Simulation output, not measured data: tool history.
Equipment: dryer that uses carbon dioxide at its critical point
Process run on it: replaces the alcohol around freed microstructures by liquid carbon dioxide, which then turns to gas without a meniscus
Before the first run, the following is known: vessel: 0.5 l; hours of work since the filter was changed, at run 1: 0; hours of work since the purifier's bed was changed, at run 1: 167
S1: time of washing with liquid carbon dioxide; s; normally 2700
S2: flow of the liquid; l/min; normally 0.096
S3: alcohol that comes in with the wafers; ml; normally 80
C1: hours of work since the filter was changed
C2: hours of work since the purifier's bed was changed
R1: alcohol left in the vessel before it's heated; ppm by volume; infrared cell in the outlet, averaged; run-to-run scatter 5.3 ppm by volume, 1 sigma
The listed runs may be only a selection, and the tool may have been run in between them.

run	day	S1	S2	S3	C1	C2	R1
1	0	2700	0.096	80	0	167	162
2	1.612	2700	0.096	80	26	193	187
3	2.829	2700	0.096	80	46	213	204
4	4.279	2700	0.096	80	70	237	216
5	6.679	2700	0.096	80	109	276	246
6	9.417	2700	0.0699	80	153	320	1261
7	12.204	2700	0.0699	80	199	366	1380
# day 14.15: inlet filter changed
8	14.762	2700	0.0847	80	10	407	423
9	17.538	2700	0.1461	80	55	452	151
10	19.733	2700	0.096	103	91	488	346
11	22.088	2280	0.096	80	129	526	668
12	24.025	2280	0.096	21	161	557	325
13	25.958	2700	0.096	90	192	589	418
# day 28.271: inlet filter changed
14	28.675	2700	0.096	80	7	632	343
15	31.542	2700	0.096	80	53	679	350
16	34.362	3480	0.0854	39	99	725	285
17	36.404	3480	0.1434	23	132	758	267
18	37.883	3480	0.1434	23	156	782	256
19	39.425	3480	0.1434	23	182	807	277
# day 40.371: purifier's bed changed
20	41.396	3600	0.1407	38	212	17	3
# day 42.575: inlet filter changed
21	43.779	3600	0.0892	113	20	55	56
22	45.883	2640	0.1293	36	54	89	42
23	47.062	2160	0.0682	80	73	108	2993
24	48.588	1800	0.0956	99	98	133	1919
25	51.317	1800	0.0956	46	142	178	1001
26	53.529	2700	0.1069	36	178	214	112
27	55.433	2700	0.1069	36	209	244	139
# day 56.7: inlet filter changed
28	57.025	2700	0.096	40	5	270	160
29	59.129	2700	0.0808	65	40	304	438
30	61.679	3540	0.0709	22	81	345	170

Take each entry between the runs: how does the hidden state at the last listed run before it differ from the hidden state at the first listed run after it?
In the gap between runs 7 and 8: inlet filter changed (day 14.15)
  flow that reaches the vessel past the clogged filter, %: 91.9 -> 98.7; alcohol in the recycled carbon dioxide, ppm: 125.2 -> 139.6
  difference, measured minus the result without the unlogged condition, R1: +560 -> +153 ppm by volume
In the gap between runs 13 and 14: inlet filter changed (day 28.271)
  flow that reaches the vessel past the clogged filter, %: 91.7 -> 99.1; alcohol in the recycled carbon dioxide, ppm: 203.7 -> 219.5
  difference, measured minus the result without the unlogged condition, R1: +295 -> +224 ppm by volume
In the gap between runs 19 and 20: purifier's bed changed (day 40.371)
  flow that reaches the vessel past the clogged filter, %: 92.4 -> 91.2; alcohol in the recycled carbon dioxide, ppm: 279.1 -> 11.2
  difference, measured minus the result without the unlogged condition, R1: +275 -> +3 ppm by volume
In the gap between runs 20 and 21: inlet filter changed (day 42.575)
  flow that reaches the vessel past the clogged filter, %: 91.2 -> 99; alcohol in the recycled carbon dioxide, ppm: 11.2 -> 25.5
  difference, measured minus the result without the unlogged condition, R1: +3 -> +23 ppm by volume
In the gap between runs 27 and 28: inlet filter changed (day 56.7)
  flow that reaches the vessel past the clogged filter, %: 91.7 -> 99.3; alcohol in the recycled carbon dioxide, ppm: 89.6 -> 98.1
  difference, measured minus the result without the unlogged condition, R1: +107 -> +96 ppm by volume
